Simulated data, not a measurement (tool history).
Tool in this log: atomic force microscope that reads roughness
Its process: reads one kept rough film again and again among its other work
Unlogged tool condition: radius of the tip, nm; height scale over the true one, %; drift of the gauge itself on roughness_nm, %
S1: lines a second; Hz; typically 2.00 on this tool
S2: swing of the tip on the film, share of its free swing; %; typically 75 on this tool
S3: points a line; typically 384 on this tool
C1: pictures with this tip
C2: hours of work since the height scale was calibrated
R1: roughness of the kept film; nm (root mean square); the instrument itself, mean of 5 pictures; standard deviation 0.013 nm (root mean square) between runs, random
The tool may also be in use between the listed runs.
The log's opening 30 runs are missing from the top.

run     day    S1  S2   S3   C1   C2     R1
 31  16.679  2.00  75  952  171  483  3.065
     16.796  -- new tip fitted
 32  17.342  0.74  66  591   23  495  3.303
 33  18.075  0.74  66  591   55  507  3.254
 34  18.575  0.74  66  591   76  516  3.249
 35  19.008  0.70  75  676   95  524  3.195
 36  19.404  2.01  58  866  112  531  3.182
 37  19.979  2.01  76  774  137  541  3.100
 38  20.554  2.00  75  806  161  551  3.072
     20.892  -- new tip fitted
 39  20.975  2.00  56  290    4  558  3.293
 40  21.588  0.70  58  290   30  569  3.298
 41  22.262  2.36  71  376   59  581  3.184
 42  23.004  2.00  75  966   91  594  3.130
 43  23.612  2.00  74  821  117  604  3.137
 44  24.229  3.98  56  374  144  615  3.148
 45  24.612  3.98  56  374  160  622  3.138
     24.954  -- new tip fitted
 46  25.321  0.75  57  321   16  634  3.316
 47  26.062  1.14  75  260   48  647  3.186
 48  26.617  1.30  68  539   71  657  3.238
 49  27.392  1.30  68  539  105  670  3.184
 50  27.783  0.90  85  309  122  677  3.151
 51  28.354  0.90  85  309  146  687  3.106
     29.008  -- new tip fitted
 52  29.079  1.87  85  352    2  699  3.124

What if the next run were any one of these 3? Each begins from the tool's condition after run 52:
  A  29.450  0.90  64  642  19  706   ?
  B  29.450  3.33  85  352  19  706   ?
  C  29.450  0.64  85  586  19  706   ?

run     R1
  A  3.281
  B  2.958
  C  3.257
Had the tool no hidden state, the same runs would have come out as:
run     R1
  A  3.280
  B  2.957
  C  3.256
